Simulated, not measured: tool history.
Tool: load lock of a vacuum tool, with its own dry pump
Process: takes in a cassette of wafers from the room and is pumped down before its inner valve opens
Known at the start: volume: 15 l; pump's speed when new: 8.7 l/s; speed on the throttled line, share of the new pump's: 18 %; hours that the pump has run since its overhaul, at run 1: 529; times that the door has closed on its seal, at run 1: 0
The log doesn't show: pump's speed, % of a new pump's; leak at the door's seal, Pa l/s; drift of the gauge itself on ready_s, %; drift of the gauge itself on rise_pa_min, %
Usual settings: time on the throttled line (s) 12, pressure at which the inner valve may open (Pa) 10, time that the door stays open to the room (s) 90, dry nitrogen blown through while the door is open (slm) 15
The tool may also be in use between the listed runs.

| run | hour | time on the throttled line (s) | pressure at which the inner valve may open (Pa) | time that the door stays open to the room (s) | dry nitrogen blown through while the door is open (slm) | hours that the pump has run since its overhaul | times that the door has closed on its seal | incoming humidity of the room's air, % | time from the closed door until the inner valve may open (s) | rise of the pressure with all valves shut (Pa/min) |
|---|---|---|---|---|---|---|---|---|---|---|
| 1 | 0.0 | 12 | 10 | 90 | 15 | 529 | 0 | 46.0 | 26.0 | 0.063 |
| 2 | 414.5 | 12 | 10 | 90 | 15 | 944 | 1942 | 45.0 | 25.7 | 0.063 |
| 3 | 909.0 | 12 | 10 | 90 | 15 | 1438 | 4259 | 45.7 | 26.1 | 0.063 |
| 4 | 1146.8 | 12 | 10 | 89 | 15 | 1676 | 5374 | 42.2 | 26.0 | 0.060 |
| 5 | 1367.7 | 12 | 7 | 90 | 15 | 1897 | 6409 | 48.4 | 26.2 | 0.075 |
| 6 | 1666.5 | 12 | 7 | 90 | 15 | 2196 | 7809 | 46.0 | 26.6 | 0.066 |
| 7 | 2020.3 | 12 | 10 | 90 | 15 | 2550 | 9467 | 45.0 | 25.6 | 0.065 |
| 8 | 2249.6 | 12 | 10 | 90 | 15 | 2779 | 10541 | 46.9 | 25.9 | 0.061 |
| 9 | 2472.2 | 12 | 10 | 90 | 15 | 3002 | 11584 | 48.7 | 25.6 | 0.061 |
| 10 | 2864.1 | 12 | 10 | 90 | 15 | 3393 | 13421 | 45.3 | 26.1 | 0.068 |
| 11 | 3177.4 | 12 | 10 | 108 | 15 | 3707 | 14889 | 47.2 | 25.7 | 0.069 |
| 12 | 3664.4 | 12 | 10 | 108 | 15 | 4194 | 17171 | 43.5 | 25.5 | 0.064 |
| 13 | 4130.0 | 12 | 10 | 90 | 25 | 4659 | 19353 | 47.3 | 25.5 | 0.058 |
| 14 | 4332.0 | 12 | 10 | 90 | 25 | 4861 | 20300 | 44.5 | 25.8 | 0.053 |
| 15 | 4705.8 | 10 | 10 | 90 | 25 | 5235 | 22051 | 46.1 | 24.0 | 0.062 |
| 16 | 5085.5 | 10 | 10 | 90 | 25 | 5615 | 23830 | 43.0 | 24.4 | 0.057 |
| 17 | 5417.0 | 10 | 10 | 90 | 15 | 5946 | 25384 | 46.5 | 24.3 | 0.070 |
| 18 | 5861.5 | 12 | 10 | 90 | 15 | 6391 | 27467 | 45.4 | 25.8 | 0.063 |
| 19 | 6338.4 | 12 | 10 | 90 | 15 | 6868 | 29701 | 47.3 | 25.9 | 0.062 |
| 20 | 6786.1 | 23 | 9 | 26 | 7 | 7316 | 31799 | 47.7 | 35.0 | 0.050 |
| 21 | 7224.3 | 12 | 8 | 158 | 19 | 7754 | 33853 | 47.4 | 26.2 | 0.081 |
| 22 | 7559.5 | 12 | 8 | 158 | 19 | 8089 | 35423 | 43.9 | 26.3 | 0.071 |
| 23 | 7905.6 | 6 | 10 | 90 | 40 | 8435 | 37045 | 45.5 | 21.0 | 0.049 |
| 24 | 8257.3 | 19 | 10 | 90 | 15 | 8787 | 38693 | 44.0 | 31.7 | 0.071 |
| 25 | 8509.4 | 18 | 11 | 27 | 20 | 9039 | 39875 | 44.0 | 30.3 | 0.036 |
| 26 | 8992.3 | 7 | 11 | 27 | 5 | 9522 | 42138 | 42.4 | 21.4 | 0.043 |
| 27 | 9443.9 | 12 | 10 | 90 | 17 | 9973 | 44254 | 44.3 | 25.9 | 0.063 |
| 28 | 9880.4 | 18 | 10 | 90 | 17 | 10410 | 46299 | 46.3 | 30.8 | 0.066 |
| 29 | 10125.2 | 14 | 8 | 62 | 39 | 10655 | 47447 | 45.2 | 27.9 | 0.039 |
| 30 | 10338.5 | 12 | 12 | 90 | 24 | 10868 | 48446 | 45.0 | 25.4 | 0.057 |
| 31 | 10673.9 | 12 | 10 | 178 | 5 | 11203 | 50017 | 45.0 | 26.4 | 0.102 |
|  | 10708.9 | door's seal changed, seat wiped |
| 32 | 10902.4 | 12 | 10 | 90 | 15 | 11430 | 907 | 42.8 | 26.1 | 0.060 |
| 33 | 11107.1 | 12 | 10 | 90 | 15 | 11635 | 1865 | 48.7 | 25.8 | 0.069 |
| 34 | 11312.2 | 14 | 12 | 90 | 23 | 11840 | 2827 | 45.1 | 27.0 | 0.056 |
| 35 | 11703.5 | 14 | 17 | 90 | 23 | 12231 | 4660 | 42.3 | 26.5 | 0.051 |
| 36 | 12070.9 | 13 | 19 | 98 | 14 | 12599 | 6382 | 47.4 | 25.6 | 0.069 |
| 37 | 12282.5 | 13 | 13 | 90 | 15 | 12810 | 7373 | 44.6 | 26.1 | 0.064 |

How the hidden state differs across the entries between the runs, from the last listed run before each to the first after it:
Between runs 31 and 32: door's seal changed, seat wiped (hour 10708.9)
  leak at the door's seal, Pa l/s: 0.0025 -> 0.002

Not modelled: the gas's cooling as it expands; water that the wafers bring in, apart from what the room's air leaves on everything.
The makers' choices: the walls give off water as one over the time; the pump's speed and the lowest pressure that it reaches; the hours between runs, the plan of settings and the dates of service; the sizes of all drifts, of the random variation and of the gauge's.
